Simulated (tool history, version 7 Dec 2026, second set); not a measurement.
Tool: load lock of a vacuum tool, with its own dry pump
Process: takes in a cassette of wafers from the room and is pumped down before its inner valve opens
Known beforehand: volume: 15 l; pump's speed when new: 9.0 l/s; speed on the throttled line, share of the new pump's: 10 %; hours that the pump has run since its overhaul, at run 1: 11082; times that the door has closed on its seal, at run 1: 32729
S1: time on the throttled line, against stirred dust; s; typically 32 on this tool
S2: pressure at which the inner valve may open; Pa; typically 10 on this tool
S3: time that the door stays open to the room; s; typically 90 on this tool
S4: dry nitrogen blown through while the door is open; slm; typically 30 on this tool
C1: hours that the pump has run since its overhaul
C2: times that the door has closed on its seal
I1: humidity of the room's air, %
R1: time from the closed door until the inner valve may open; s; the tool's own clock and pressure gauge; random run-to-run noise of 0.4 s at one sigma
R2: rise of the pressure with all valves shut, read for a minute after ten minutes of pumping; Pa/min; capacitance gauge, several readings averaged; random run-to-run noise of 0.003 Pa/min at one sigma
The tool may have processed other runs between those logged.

Run 1, day 0.000: usual settings; C1 11082; C2 32729; I1 47.5. Result: R1 47.5 s, R2 0.280 Pa/min.
Run 2, day 17.325: usual settings; C1 11498; C2 33957; I1 47.4. Result: R1 46.9 s, R2 0.286 Pa/min.
Run 3, day 29.771: usual settings; C1 11796; C2 34839; I1 44.7. Result: R1 47.0 s, R2 0.306 Pa/min.
Run 4, day 58.088: usual settings; C1 12476; C2 36846; I1 43.0. Result: R1 48.2 s, R2 0.329 Pa/min.
Run 5, day 82.646: usual settings; C1 13065; C2 38587; I1 51.0. Result: R1 47.8 s, R2 0.349 Pa/min.
Run 6, day 99.833: usual settings but S1 50 s; C1 13478; C2 39805; I1 44.5. Result: R1 64.4 s, R2 0.373 Pa/min.
Run 7, day 127.800: usual settings but S1 43 s, S2 8 Pa, S3 204 s, S4 36 slm; C1 14149; C2 41787; I1 46.0. Result: R1 59.0 s, R2 0.416 Pa/min.
Run 8, day 155.250: usual settings but S1 43 s, S2 8 Pa, S3 204 s, S4 36 slm; C1 14808; C2 43733; I1 44.3. Result: R1 58.4 s, R2 0.445 Pa/min.
Run 9, day 168.962: usual settings but S1 43 s, S2 8 Pa, S3 204 s, S4 36 slm; C1 15137; C2 44705; I1 42.7. Result: R1 57.8 s, R2 0.456 Pa/min.
At day 174.625: door's seal changed, seat wiped.
Run 10, day 183.142: usual settings but S1 43 s, S2 8 Pa, S3 204 s, S4 27 slm; C1 15476; C2 603; I1 45.2. Result: R1 59.0 s, R2 0.061 Pa/min.
Run 11, day 210.242: usual settings but S2 13 Pa, S3 182 s; C1 16126; C2 2524; I1 45.5. Result: R1 48.8 s, R2 0.058 Pa/min.
At day 225.962: dry pump taken out, an overhauled one fitted.
Run 12, day 239.421: usual settings but S1 36 s, S2 13 Pa, S3 153 s; C1 323; C2 4575; I1 46.2. Result: R1 47.5 s, R2 0.066 Pa/min.

Difference, measured minus no-hidden-state, one row per run. Run-to-run variation is common to both terms; the gauge's own scatter need not be:
Hidden state at play: pump's speed, % of a new pump's; leak at the door's seal, Pa l/s; drift of the gauge itself on ready_s, %; drift of the gauge itself on rise_pa_min, %.
run    R1      R2
  1  +2.9  +0.243
  2  +3.0  +0.252
  3  +3.0  +0.271
  4  +3.3  +0.295
  5  +3.5  +0.313
  6  +3.2  +0.338
  7  +3.7  +0.365
  8  +3.8  +0.392
  9  +4.0  +0.400
 10  +4.1  +0.001
 11  +4.4  +0.005
 12  +0.1  +0.012
